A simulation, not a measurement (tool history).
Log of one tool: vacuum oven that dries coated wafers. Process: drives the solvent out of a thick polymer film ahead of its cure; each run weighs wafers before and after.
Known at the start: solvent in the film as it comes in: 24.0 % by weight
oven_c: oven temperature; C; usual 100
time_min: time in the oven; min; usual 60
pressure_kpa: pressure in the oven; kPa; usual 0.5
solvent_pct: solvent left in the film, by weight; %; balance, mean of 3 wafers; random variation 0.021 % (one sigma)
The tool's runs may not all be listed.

run   hour  oven_c  time_min  pressure_kpa  solvent_pct
  1      0     100        60           0.5         3.52
  2    8.7      90        60           0.5          6.6
  3   18.7      90        60           0.5         6.53
  4   32.3     114        60           0.5         0.95
  5   40.7      94        60           0.5         5.27
  6   49.6      94        60           0.5         5.32
  7   59.6     100        60           0.5         3.51
  8   73.2      99        58         0.926         4.19
  9   86.8     112        53         0.685         1.64
 10   97.3     101        46           0.5         4.91
 11  107.9     101        46           0.5         4.87
 12  115.6     101        46           0.5          4.9
 13  121.9     100        60          0.28         3.47
 14  133.9     100        60          0.28          3.4

Taken out of this log: 1 entry between the listed runs. Where each belongs, and how the hidden state differs across it:
Between runs 7 and 8: vacuum gauge cleaned of residue and calibrated (hour 61.8)
  true pressure over the reading, kPa: 0.028 -> 0.044
  measured less the result without the state, solvent_pct: -0.21 -> -0.23 %

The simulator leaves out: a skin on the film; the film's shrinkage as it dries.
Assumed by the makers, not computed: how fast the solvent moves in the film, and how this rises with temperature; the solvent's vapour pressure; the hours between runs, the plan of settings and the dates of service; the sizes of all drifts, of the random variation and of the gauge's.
